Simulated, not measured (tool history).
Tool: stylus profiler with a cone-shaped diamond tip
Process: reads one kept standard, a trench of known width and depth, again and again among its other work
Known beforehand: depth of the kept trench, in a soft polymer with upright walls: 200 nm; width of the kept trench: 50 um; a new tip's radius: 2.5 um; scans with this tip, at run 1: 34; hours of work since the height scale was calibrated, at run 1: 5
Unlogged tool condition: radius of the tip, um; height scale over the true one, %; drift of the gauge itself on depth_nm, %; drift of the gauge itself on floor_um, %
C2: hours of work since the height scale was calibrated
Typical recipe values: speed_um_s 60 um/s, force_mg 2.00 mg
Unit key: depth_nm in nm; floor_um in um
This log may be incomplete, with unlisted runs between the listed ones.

run 1 hour=0.0 | speed_um_s=60 force_mg=2.00 | scans_with_this_tip=34 C2=5 | depth_nm=201.32 floor_um=47.86
run 2 hour=27.8 | speed_um_s=173 force_mg=2.00 | scans_with_this_tip=151 C2=23 | depth_nm=201.15 floor_um=47.57
run 3 hour=44.1 | speed_um_s=29 force_mg=2.00 | scans_with_this_tip=220 C2=34 | depth_nm=201.12 floor_um=47.90
run 4 hour=64.0 | speed_um_s=29 force_mg=2.00 | scans_with_this_tip=304 C2=46 | depth_nm=201.23 floor_um=47.91
run 5 hour=92.3 | speed_um_s=29 force_mg=0.96 | scans_with_this_tip=424 C2=65 | depth_nm=200.78 floor_um=47.86
run 6 hour=121.6 | speed_um_s=60 force_mg=2.00 | scans_with_this_tip=547 C2=84 | depth_nm=201.09 floor_um=47.84
run 7 hour=142.5 | speed_um_s=60 force_mg=2.00 | scans_with_this_tip=636 C2=97 | depth_nm=201.11 floor_um=47.84
-- hour=144.9 height scale calibrated on a step standard
run 8 hour=164.0 | speed_um_s=60 force_mg=2.00 | scans_with_this_tip=724 C2=12 | depth_nm=201.15 floor_um=47.80
run 9 hour=181.0 | speed_um_s=60 force_mg=2.00 | scans_with_this_tip=796 C2=23 | depth_nm=201.08 floor_um=47.82
run 10 hour=207.5 | speed_um_s=60 force_mg=2.00 | scans_with_this_tip=908 C2=40 | depth_nm=200.91 floor_um=47.77
run 11 hour=224.6 | speed_um_s=60 force_mg=0.76 | scans_with_this_tip=980 C2=52 | depth_nm=200.44 floor_um=47.70
run 12 hour=251.2 | speed_um_s=60 force_mg=0.76 | scans_with_this_tip=1092 C2=69 | depth_nm=200.33 floor_um=47.69
run 13 hour=263.9 | speed_um_s=60 force_mg=1.57 | scans_with_this_tip=1146 C2=77 | depth_nm=201.05 floor_um=47.79
run 14 hour=285.7 | speed_um_s=117 force_mg=1.01 | scans_with_this_tip=1238 C2=91 | depth_nm=200.56 floor_um=47.45
run 15 hour=300.9 | speed_um_s=66 force_mg=2.52 | scans_with_this_tip=1302 C2=101 | depth_nm=201.48 floor_um=47.78
-- hour=312.4 height scale calibrated on a step standard, once more
run 16 hour=314.2 | speed_um_s=18 force_mg=2.00 | scans_with_this_tip=1356 C2=1 | depth_nm=201.01 floor_um=47.84
run 17 hour=341.2 | speed_um_s=201 force_mg=2.00 | scans_with_this_tip=1470 C2=19 | depth_nm=201.19 floor_um=47.41
run 18 hour=361.4 | speed_um_s=60 force_mg=3.86 | scans_with_this_tip=1556 C2=32 | depth_nm=201.69 floor_um=47.80
run 19 hour=386.0 | speed_um_s=18 force_mg=2.18 | scans_with_this_tip=1660 C2=48 | depth_nm=201.20 floor_um=47.82
run 20 hour=403.1 | speed_um_s=23 force_mg=3.18 | scans_with_this_tip=1732 C2=59 | depth_nm=201.47 floor_um=47.80
run 21 hour=424.1 | speed_um_s=31 force_mg=1.61 | scans_with_this_tip=1821 C2=72 | depth_nm=200.79 floor_um=47.77
run 22 hour=454.1 | speed_um_s=31 force_mg=1.61 | scans_with_this_tip=1947 C2=92 | depth_nm=200.90 floor_um=47.79
run 23 hour=478.5 | speed_um_s=65 force_mg=3.26 | scans_with_this_tip=2050 C2=107 | depth_nm=201.31 floor_um=47.72
run 24 hour=500.6 | speed_um_s=65 force_mg=3.47 | scans_with_this_tip=2143 C2=122 | depth_nm=201.57 floor_um=47.78

A few steps of depth_nm between consecutive runs. Split each: what settings, incoming material and random variation would produce without the hidden state, and what is left over for the hidden state, along with gauge scatter present in only one of the two compared results (measured, and without hidden state):
Run 3 -> 4: no setting touched and nothing written in the log between the runs. depth_nm +0.11 nm: hidden state -0.02, all else +0.13.
Run 12 -> 13: force_mg 0.76 -> 1.57. depth_nm +0.72 nm: hidden state -0.02, all else +0.74.
Run 14 -> 15: speed_um_s 117 -> 66, force_mg 1.01 -> 2.52. depth_nm +0.92 nm: hidden state -0.01, all else +0.93.
Run 15 -> 16: speed_um_s 66 -> 18, force_mg 2.52 -> 2.00, height scale calibrated on a step standard, once more. depth_nm -0.47 nm: hidden state +0.11, all else -0.58.
